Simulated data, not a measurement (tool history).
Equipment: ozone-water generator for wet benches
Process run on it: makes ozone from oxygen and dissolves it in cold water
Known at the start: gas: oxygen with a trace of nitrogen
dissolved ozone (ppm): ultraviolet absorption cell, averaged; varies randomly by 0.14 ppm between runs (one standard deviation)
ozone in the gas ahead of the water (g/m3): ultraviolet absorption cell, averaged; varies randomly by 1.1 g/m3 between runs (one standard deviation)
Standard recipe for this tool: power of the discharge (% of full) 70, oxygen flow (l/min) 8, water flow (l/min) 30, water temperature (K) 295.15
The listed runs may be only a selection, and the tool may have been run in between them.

run	hour	power of the discharge (% of full)	oxygen flow (l/min)	water flow (l/min)	water temperature (K)	dissolved ozone (ppm)	ozone in the gas ahead of the water (g/m3)
1	0	70	8	30	295.15	16.1	188.8
2	61.7	70	8	30	295.15	16.2	188.4
3	128	70	8	30	295.15	16	188.7
4	178.9	70	8	28	295.15	17.2	188.5
5	240.5	70	8	28	295.15	17.1	188.2
6	285.4	70	8	28	295.15	17.2	188.2
7	333	70	8	21	295.15	21	187.7
8	400.1	70	8	21	295.15	21	188
9	447.2	70	8	36	295.15	14	188.4
10	506.8	70	8	36	295.15	13.8	188.8
11	565.7	70	8	36	295.15	14.1	187.9
12	597.2	70	8	36	295.15	14	187.5
13	654.9	70	8	36	295.15	13.9	185.8
14	694	70	8	30	295.15	16.2	186.2
15	735.7	70	8	30	295.15	16.4	187.1
16	775.6	70	8	30	295.15	16.1	189.4
17	844.5	62	6.08	29	297.15	15.1	208.1
18	905.6	62	6.08	29	297.15	15.1	207.4
19	967.1	70	11.71	19	289.15	23.4	149.3
20	1012	70	11.71	19	289.15	23.2	150.7
21	1060.4	70	11.71	19	289.15	23.5	150.7
22	1096.8	83	7.75	30	290.15	19	211
23	1139.7	71	7.75	37	290.15	14.7	193.8
24	1177	70	7.83	30	299.15	15.3	191.9
25	1226.6	93	12.12	28	301.15	16.7	174.1
26	1262.1	70	8	32	295.15	15.3	190.2
27	1325.4	64	7.15	30	295.15	15.8	190.3
28	1392.3	64	7.15	30	295.15	15.6	191.2
29	1444.4	64	4.04	32	295.15	14.7	270.4
30	1480.7	70	8	20	295.15	21.5	186.9
31	1539.6	59	11.45	40	288.15	12.6	136.7
32	1569.6	59	11.45	40	288.15	12.7	138.4

Consider 3 possible next runs. They are alternatives, not a sequence: every one starts from the tool as it was left by run 32. What does each give?
# hour 1578.7: contactor cleaned
A	1621.8	86	11.45	22	288.15	?	?
# hour 1578.7: contactor cleaned
B	1621.8	77	12.97	46	295.15	?	?
# hour 1578.7: contactor cleaned
C	1621.8	77	8	30	295.15	?	?

run	dissolved ozone (ppm)	ozone in the gas ahead of the water (g/m3)
A	24.1	170.6
B	11.8	148.6
C	17.1	199.2
With the hidden condition removed and each run's random variation left untouched, the same runs would have given:
run	dissolved ozone (ppm)	ozone in the gas ahead of the water (g/m3)
A	24.1	170.6
B	11.8	148.6
C	17.1	199.2
